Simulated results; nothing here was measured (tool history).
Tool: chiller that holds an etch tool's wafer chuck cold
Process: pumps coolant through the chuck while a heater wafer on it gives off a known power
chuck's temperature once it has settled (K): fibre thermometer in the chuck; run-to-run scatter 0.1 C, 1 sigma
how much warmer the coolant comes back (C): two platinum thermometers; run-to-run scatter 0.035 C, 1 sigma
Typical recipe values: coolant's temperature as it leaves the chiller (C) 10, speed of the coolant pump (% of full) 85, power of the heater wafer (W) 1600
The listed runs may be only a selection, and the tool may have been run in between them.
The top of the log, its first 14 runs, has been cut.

run	hour	coolant's temperature as it leaves the chiller (C)	speed of the coolant pump (% of full)	power of the heater wafer (W)	hours since the coolant was changed and the channels were flushed	hours since the pump was overhauled	hours since the chiller's thermometer was calibrated	chuck's temperature once it has settled (K)	how much warmer the coolant comes back (C)
15	962.5	10	85	1600	6898	2154	212	298.35	6.20
16	1010.6	10	78	1600	6946	2202	260	299.35	6.80
17	1100.6	10	78	1600	7036	2292	350	299.05	6.75
18	1183.7	10	90	1746	7119	2375	433	298.65	6.39
19	1268.0	10	77	910	7204	2460	517	292.25	3.92
20	1336.3	10	85	1044	7272	2528	585	292.85	4.01
21	1400.1	10	85	1044	7336	2592	649	292.95	4.02
22	1493.1	16	84	1471	7429	2685	742	303.15	5.79
23	1548.5	16	84	1471	7484	2740	798	303.15	5.78
24	1600.7	16	71	985	7536	2792	850	299.75	4.62
25	1661.6	10	86	1100	7597	2853	911	293.65	4.26
26	1719.3	10	86	1100	7655	2911	968	293.35	4.19
27	1773.6	4	72	1798	7709	2965	1023	296.55	8.28
28	1847.4	4	72	1798	7783	3039	1097	296.45	8.20
29	1906.0	4	72	1798	7842	3098	1155	296.65	8.21
30	1967.3	2	85	1798	7903	3159	1217	292.15	6.99
31	2032.0	10	85	1252	7968	3224	1281	294.95	4.87
32	2108.0	10	71	1074	8044	3300	1357	294.75	4.99

Forecast each of these 3 alternatives for the next run:
A	2177.0	12	85	1908	8113	3369	1426	?	?
B	2177.0	19	77	1074	8113	3369	1426	?	?
C	2177.0	10	85	1074	8113	3369	1426	?	?

run	chuck's temperature once it has settled (K)	how much warmer the coolant comes back (C)
A	303.05	7.41
B	303.05	4.64
C	293.35	4.17
Take away the tool's hidden state, keep each run's random variation, and the runs would have read:
run	chuck's temperature once it has settled (K)	how much warmer the coolant comes back (C)
A	303.05	7.41
B	303.05	4.64
C	293.35	4.17
